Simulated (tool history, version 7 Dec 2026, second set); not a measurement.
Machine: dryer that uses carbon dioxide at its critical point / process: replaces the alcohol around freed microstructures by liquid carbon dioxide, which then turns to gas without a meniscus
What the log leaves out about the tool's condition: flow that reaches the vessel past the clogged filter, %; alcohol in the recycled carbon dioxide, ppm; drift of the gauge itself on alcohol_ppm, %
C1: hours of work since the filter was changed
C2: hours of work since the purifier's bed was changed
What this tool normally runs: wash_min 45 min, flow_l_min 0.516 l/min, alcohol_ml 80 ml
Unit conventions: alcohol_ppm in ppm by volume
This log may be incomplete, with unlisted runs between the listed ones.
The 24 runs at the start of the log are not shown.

{"run": 25, "hour": 419.8, "wash_min": 63, "flow_l_min": 0.73, "alcohol_ml": 81, "C1": 88, "C2": 262, "alcohol_ppm": 30}
{"run": 26, "hour": 442.4, "wash_min": 37, "flow_l_min": 0.554, "alcohol_ml": 80, "C1": 100, "C2": 275, "alcohol_ppm": 266}
{"run": 27, "hour": 456.3, "wash_min": 37, "flow_l_min": 0.554, "alcohol_ml": 80, "C1": 108, "C2": 283, "alcohol_ppm": 272}
{"run": 28, "hour": 470.5, "wash_min": 37, "flow_l_min": 0.554, "alcohol_ml": 80, "C1": 116, "C2": 291, "alcohol_ppm": 272}
{"run": 29, "hour": 485.0, "wash_min": 37, "flow_l_min": 0.554, "alcohol_ml": 80, "C1": 124, "C2": 299, "alcohol_ppm": 284}
{"run": 30, "hour": 496.4, "wash_min": 37, "flow_l_min": 0.554, "alcohol_ml": 80, "C1": 131, "C2": 305, "alcohol_ppm": 275}
{"run": 31, "hour": 510.2, "wash_min": 54, "flow_l_min": 0.316, "alcohol_ml": 53, "C1": 138, "C2": 313, "alcohol_ppm": 380}
{"run": 32, "hour": 527.4, "wash_min": 54, "flow_l_min": 0.316, "alcohol_ml": 53, "C1": 148, "C2": 323, "alcohol_ppm": 386}

Run 33 comes next. What will it give?
{"run": 33, "hour": 538.9, "wash_min": 54, "flow_l_min": 0.316, "alcohol_ml": 53, "C1": 154, "C2": 329, "alcohol_ppm": "?"}

alcohol_ppm: 388 ppm by volume
Were there no unlogged condition in the tool, this run, its random variation unchanged, would have produced alcohol_ppm 287 ppm by volume.
